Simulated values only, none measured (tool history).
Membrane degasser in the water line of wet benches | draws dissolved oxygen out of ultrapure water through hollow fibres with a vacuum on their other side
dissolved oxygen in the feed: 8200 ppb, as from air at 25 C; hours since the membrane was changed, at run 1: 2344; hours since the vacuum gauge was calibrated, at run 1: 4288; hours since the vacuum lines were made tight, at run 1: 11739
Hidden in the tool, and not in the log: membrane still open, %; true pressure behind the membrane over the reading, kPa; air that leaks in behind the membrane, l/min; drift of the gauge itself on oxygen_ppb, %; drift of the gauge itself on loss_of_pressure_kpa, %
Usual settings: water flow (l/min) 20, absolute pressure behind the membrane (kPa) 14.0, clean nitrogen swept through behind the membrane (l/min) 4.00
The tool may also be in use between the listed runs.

run,hour,water flow (l/min),absolute pressure behind the membrane (kPa),clean nitrogen swept through behind the membrane (l/min),hours since the membrane was changed,hours since the vacuum gauge was calibrated,hours since the vacuum lines were made tight,dissolved oxygen in the water behind the degasser (ppb),pressure that the water loses in the fibres (kPa)
1,0.0,20,14.0,4.00,2344,4288,11739,134.8,44.47
2,59.4,20,26.7,4.00,2404,4347,11798,284.2,44.63
3,112.7,20,31.9,4.00,2457,4401,11852,343.0,44.77
4,163.8,20,31.9,4.00,2508,4452,11903,343.8,44.53
5,201.0,20,31.9,4.00,2545,4489,11940,343.8,44.73
6,226.6,20,13.9,4.00,2571,4515,11966,133.7,44.78
7,270.9,20,13.9,4.00,2615,4559,12010,134.4,44.68
# hour 297.6: vacuum gauge calibrated
8,331.9,20,14.0,2.95,2676,34,12070,176.1,44.26
9,374.0,20,14.0,2.95,2718,76,12113,175.8,44.89
10,405.1,20,11.3,2.95,2749,107,12144,132.3,44.36
11,445.3,20,14.0,4.00,2789,148,12184,132.6,44.69
12,489.7,20,20.3,4.00,2833,192,12228,207.2,44.51
13,514.5,20,14.0,4.00,2858,217,12253,132.0,44.63
14,558.5,20,14.0,4.00,2902,261,12297,132.4,44.33
15,615.2,14,14.0,4.00,2959,318,12354,93.1,31.30
16,659.0,14,14.0,4.00,3003,361,12398,93.2,31.07
17,685.2,14,14.0,4.00,3029,388,12424,93.1,31.10
18,745.5,17,16.8,4.00,3089,448,12484,141.7,38.23
19,798.7,13,14.0,2.17,3142,501,12537,155.2,29.10
20,828.6,14,23.5,3.12,3172,531,12567,219.7,31.46
21,859.7,30,33.1,3.12,3203,562,12598,644.0,67.23
22,893.8,17,13.5,3.12,3238,596,12632,136.4,38.09
23,926.5,17,13.5,3.12,3270,629,12665,136.1,38.06
24,976.8,17,13.5,3.12,3321,679,12715,136.2,37.80
25,1002.7,17,13.5,3.12,3346,705,12741,135.8,37.79
26,1030.8,25,10.6,2.12,3375,733,12769,205.9,56.26
27,1057.9,20,9.9,5.57,3402,760,12796,61.1,44.83
28,1096.8,20,26.3,8.98,3441,799,12835,128.9,45.06
29,1157.5,20,26.3,8.98,3501,860,12896,128.8,44.85
30,1190.0,13,9.6,5.05,3534,892,12928,41.1,29.19
31,1235.2,13,9.6,5.05,3579,938,12974,41.2,29.02
32,1262.2,12,13.1,3.47,3606,965,13001,84.9,26.67

Forecast each of these 3 alternatives for the next run:
A,1309.2,12,13.1,2.14,3653,1012,13048,?,?
B,1309.2,20,9.8,4.00,3653,1012,13048,?,?
C,1309.2,20,15.4,1.80,3653,1012,13048,?,?

run,dissolved oxygen in the water behind the degasser (ppb),pressure that the water loses in the fibres (kPa)
A,134.6,26.89
B,82.4,44.63
C,310.6,44.89
Without the tool's hidden state the same runs would have given:
run,dissolved oxygen in the water behind the degasser (ppb),pressure that the water loses in the fibres (kPa)
A,133.3,26.50
B,81.9,43.99
C,309.1,44.24
